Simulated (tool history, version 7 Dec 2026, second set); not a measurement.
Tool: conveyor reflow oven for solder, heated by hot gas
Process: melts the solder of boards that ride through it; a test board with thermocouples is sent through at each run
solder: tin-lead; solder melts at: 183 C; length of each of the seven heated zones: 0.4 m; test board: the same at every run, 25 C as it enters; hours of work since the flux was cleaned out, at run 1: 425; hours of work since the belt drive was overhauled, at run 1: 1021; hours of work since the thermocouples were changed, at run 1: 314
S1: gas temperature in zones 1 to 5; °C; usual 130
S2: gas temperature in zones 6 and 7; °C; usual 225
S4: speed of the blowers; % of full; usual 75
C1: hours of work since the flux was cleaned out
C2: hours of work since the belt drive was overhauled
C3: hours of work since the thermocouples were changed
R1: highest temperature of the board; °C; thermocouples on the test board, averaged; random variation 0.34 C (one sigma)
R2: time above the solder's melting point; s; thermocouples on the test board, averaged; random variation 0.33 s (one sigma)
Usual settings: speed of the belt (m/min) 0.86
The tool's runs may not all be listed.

Run 1, hour 0: usual settings; C1 425; C2 1021; C3 314. Result: R1 203.7 °C, R2 29.1 s.
At hour 39.9: flux residue cleaned out of gas plates and filters.
Run 2, hour 42.4: usual settings; C1 1; C2 1040; C3 333. Result: R1 205.3 °C, R2 31 s.
Run 3, hour 62.4: usual settings; C1 12; C2 1051; C3 344. Result: R1 205.2 °C, R2 31.8 s.
Run 4, hour 83.5: usual settings; C1 23; C2 1062; C3 355. Result: R1 205.1 °C, R2 31.3 s.
Run 5, hour 121.4: usual settings but S1 129 °C; C1 43; C2 1082; C3 375. Result: R1 204.7 °C, R2 31.3 s.
Run 6, hour 163.7: usual settings but speed of the belt (m/min) 0.913; C1 65; C2 1104; C3 397. Result: R1 202.7 °C, R2 27.3 s.
Run 7, hour 211.1: usual settings but speed of the belt (m/min) 0.913; C1 90; C2 1129; C3 422. Result: R1 203.1 °C, R2 27.2 s.
Run 8, hour 235.8: usual settings; C1 103; C2 1142; C3 435. Result: R1 204.7 °C, R2 31 s.
Run 9, hour 260.8: usual settings; C1 116; C2 1155; C3 448. Result: R1 204.3 °C, R2 30.6 s.
Run 10, hour 307.1: usual settings but S2 238 °C; C1 140; C2 1179; C3 473. Result: R1 215.3 °C, R2 39.3 s.
Run 11, hour 327.3: usual settings but S2 238 °C; C1 151; C2 1190; C3 483. Result: R1 215.6 °C, R2 38.6 s.
Run 12, hour 357.8: usual settings but S4 71 % of full; C1 167; C2 1206; C3 499. Result: R1 203.1 °C, R2 30.2 s.
Run 13, hour 392: usual settings; C1 185; C2 1224; C3 517. Result: R1 204.1 °C, R2 30.1 s.
At hour 411: belt drive overhauled, speed set with a stopwatch.
Run 14, hour 434.6: usual settings; C1 205; C2 12; C3 537. Result: R1 203.8 °C, R2 29.8 s.
Run 15, hour 476.1: usual settings; C1 227; C2 34; C3 559. Result: R1 203.4 °C, R2 29.5 s.
Run 16, hour 503.7: usual settings but speed of the belt (m/min) 0.87; C1 242; C2 49; C3 574. Result: R1 203.2 °C, R2 28.7 s.
Run 17, hour 524.2: usual settings but S1 132 °C, speed of the belt (m/min) 0.87, S4 50 % of full; C1 252; C2 59; C3 585. Result: R1 198 °C, R2 22.9 s.
Run 18, hour 546.9: usual settings but S1 132 °C, speed of the belt (m/min) 0.87, S4 50 % of full; C1 264; C2 71; C3 596. Result: R1 198.1 °C, R2 23.3 s.
Run 19, hour 581.7: usual settings but speed of the belt (m/min) 0.763, S4 78 % of full; C1 283; C2 90; C3 615. Result: R1 207.9 °C, R2 38.3 s.
Run 20, hour 620.8: usual settings but S1 137 °C, S2 221 °C, S4 59 % of full; C1 303; C2 110; C3 635. Result: R1 198.6 °C, R2 25.5 s.
Run 21, hour 650: usual settings but S1 135 °C; C1 319; C2 126; C3 651. Result: R1 204.1 °C, R2 31.4 s.
Run 22, hour 677.1: usual settings but S1 119 °C, S2 226 °C; C1 333; C2 140; C3 665. Result: R1 201.4 °C, R2 25.2 s.
Run 23, hour 697.5: usual settings but S1 119 °C, S2 226 °C; C1 343; C2 151; C3 676. Result: R1 200.9 °C, R2 25.3 s.
Run 24, hour 728.8: usual settings but S1 119 °C, S2 226 °C; C1 360; C2 167; C3 692. Result: R1 201.2 °C, R2 24.8 s.
Run 25, hour 766: usual settings but S1 122 °C, S2 235 °C, speed of the belt (m/min) 0.862, S4 53 % of full; C1 379; C2 187; C3 712. Result: R1 203.9 °C, R2 27.1 s.
Run 26, hour 810.9: usual settings but S1 122 °C, S2 235 °C, speed of the belt (m/min) 0.862, S4 53 % of full; C1 403; C2 210; C3 735. Result: R1 203.1 °C, R2 26.8 s.
Run 27, hour 854.1: usual settings but S1 120 °C, S2 214 °C, speed of the belt (m/min) 0.715, S4 87 % of full; C1 426; C2 233; C3 758. Result: R1 199.2 °C, R2 29.9 s.
At hour 894.2: flux residue cleaned out of gas plates and filters.
Run 28, hour 901.6: usual settings but S1 141 °C, S2 233 °C; C1 4; C2 255; C3 780. Result: R1 213.4 °C, R2 40 s.
Run 29, hour 928.5: usual settings but S1 116 °C, speed of the belt (m/min) 0.974, S4 85 % of full; C1 18; C2 269; C3 794. Result: R1 197.6 °C, R2 18.6 s.
Run 30, hour 954.9: usual settings but S1 142 °C, speed of the belt (m/min) 0.974, S4 67 % of full; C1 32; C2 283; C3 808. Result: R1 201.3 °C, R2 26 s.
Run 31, hour 976.6: usual settings but S1 136 °C, S2 227 °C, speed of the belt (m/min) 0.974, S4 51 % of full; C1 43; C2 295; C3 820. Result: R1 196.9 °C, R2 20.5 s.
Run 32, hour 1011.9: usual settings but S1 132 °C, S2 216 °C, speed of the belt (m/min) 0.738, S4 62 % of full; C1 62; C2 313; C3 838. Result: R1 199.5 °C, R2 32.1 s.

3 ways to go on from here, each from the tool as it stands after run 32. What would each give?
Run A, hour 1036: usual settings but S1 132 °C, S2 234 °C; C1 75; C2 326; C3 851. Result: R1 ?, R2 ?.
Run B, hour 1036: usual settings but S1 137 °C, S2 216 °C, speed of the belt (m/min) 0.738, S4 85 % of full; C1 75; C2 326; C3 851. Result: R1 ?, R2 ?.
Run C, hour 1036: usual settings but S1 132 °C, S2 216 °C, speed of the belt (m/min) 0.979, S4 62 % of full; C1 75; C2 326; C3 851. Result: R1 ?, R2 ?.

run     R1    R2
  A  211.7  36.1
  B    203  38.5
  C  190.4  11.3
Without the tool's hidden state the same runs would have given:
run     R1    R2
  A    213  36.9
  B  204.1  39.6
  C  191.5  12.8
